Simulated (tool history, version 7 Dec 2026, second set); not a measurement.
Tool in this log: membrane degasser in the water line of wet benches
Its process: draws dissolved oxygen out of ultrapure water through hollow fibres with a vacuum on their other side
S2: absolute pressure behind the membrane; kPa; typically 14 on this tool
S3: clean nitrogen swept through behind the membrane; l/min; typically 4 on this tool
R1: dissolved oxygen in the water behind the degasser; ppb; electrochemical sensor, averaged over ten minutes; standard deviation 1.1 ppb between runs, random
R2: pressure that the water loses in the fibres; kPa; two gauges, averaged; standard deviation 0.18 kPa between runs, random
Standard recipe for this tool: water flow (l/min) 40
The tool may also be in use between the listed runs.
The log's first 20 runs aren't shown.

run 21 hour=3873.6 | water_flow_(l/min)=40 S2=16 S3=2.74 | R1=429.8 R2=34.99
run 22 hour=4002.6 | water_flow_(l/min)=33 S2=33.1 S3=1.98 | R1=1022.4 R2=29.04
run 23 hour=4154.7 | water_flow_(l/min)=40 S2=16.8 S3=8.82 | R1=164.5 R2=35.03
run 24 hour=4265.8 | water_flow_(l/min)=49 S2=18.6 S3=1.99 | R1=789.5 R2=42.62
run 25 hour=4384.4 | water_flow_(l/min)=49 S2=29.6 S3=4.07 | R1=717.3 R2=42.73
run 26 hour=4556.4 | water_flow_(l/min)=45 S2=14.5 S3=2.05 | R1=543 R2=39.32
-- hour=4580.2 membrane cartridge changed
run 27 hour=4828.2 | water_flow_(l/min)=28 S2=11.4 S3=5.7 | R1=103 R2=22.44
run 28 hour=4997.1 | water_flow_(l/min)=34 S2=9.6 S3=11.49 | R1=52.9 R2=27.05
run 29 hour=5219.5 | water_flow_(l/min)=63 S2=10.2 S3=2.98 | R1=356.8 R2=49.83
run 30 hour=5342.8 | water_flow_(l/min)=30 S2=14.7 S3=2.98 | R1=278.1 R2=24.11

For run 31, what comes out?
run 31 hour=5528.6 | water_flow_(l/min)=28 S2=12.6 S3=3.42 | R1=? R2=?

R1: 191 ppb
R2: 22.28 kPa
On a tool with no hidden condition, and with the same random variation, this run would have come out at R1 183.4 ppb, R2 22.12 kPa.
